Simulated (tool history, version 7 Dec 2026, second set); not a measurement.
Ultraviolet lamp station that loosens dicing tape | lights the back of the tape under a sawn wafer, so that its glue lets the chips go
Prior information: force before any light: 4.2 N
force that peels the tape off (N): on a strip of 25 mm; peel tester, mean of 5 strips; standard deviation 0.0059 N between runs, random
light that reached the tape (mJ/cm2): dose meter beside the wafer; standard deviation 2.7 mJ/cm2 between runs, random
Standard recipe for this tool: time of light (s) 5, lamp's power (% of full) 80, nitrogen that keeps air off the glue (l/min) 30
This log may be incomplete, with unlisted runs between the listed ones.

run	hour	time of light (s)	lamp's power (% of full)	nitrogen that keeps air off the glue (l/min)	force that peels the tape off (N)	light that reached the tape (mJ/cm2)
1	0.0	5	80	30	0.341	233
2	26.1	5	80	30	0.321	229
3	42.9	5	80	30	0.343	226
4	56.7	5	80	30	0.360	228
5	85.9	5	80	30	0.357	223
6	110.4	5	80	30	0.361	219
7	124.3	5	80	30	0.382	218
8	152.0	5	80	30	0.374	213
9	165.6	5	97	30	0.268	259
10	180.1	5	97	13	0.432	259
11	206.1	5	87	30	0.369	222
12	220.4	5	87	30	0.347	224
13	241.7	9	71	41	0.157	329
14	263.8	9	71	41	0.174	321
15	285.4	7	98	30	0.165	339
16	301.8	7	60	43	0.331	207
17	316.6	7	60	43	0.346	204
18	343.7	2	98	17	1.648	93
19	371.8	3	78	13	1.498	108
20	393.7	8	64	41	0.271	232
21	415.8	4	77	30	0.780	139
22	438.5	4	77	30	0.819	140

Below, some changes in force that peels the tape off (N) between adjacent runs. For each, the amount present without the hidden state too (settings, incoming material, random variation) and the amount remaining for the hidden state with gauge scatter not shared by both compared results:
What the log doesn't record here: lamp's light, % of a new lamp's; light that the window lets through, % of a clean one's; drift of the gauge itself on peel_n, %; drift of the gauge itself on dose_mj_cm2, %.
Run 17 -> 18: time of light (s) 7 -> 2, lamp's power (% of full) 60 -> 98, nitrogen that keeps air off the glue (l/min) 43 -> 17. force that peels the tape off (N) +1.302: hidden state +0.678, all else +0.624.
Run 19 -> 20: time of light (s) 3 -> 8, lamp's power (% of full) 78 -> 64, nitrogen that keeps air off the glue (l/min) 13 -> 41. force that peels the tape off (N) -1.227: hidden state -0.711, all else -0.516.
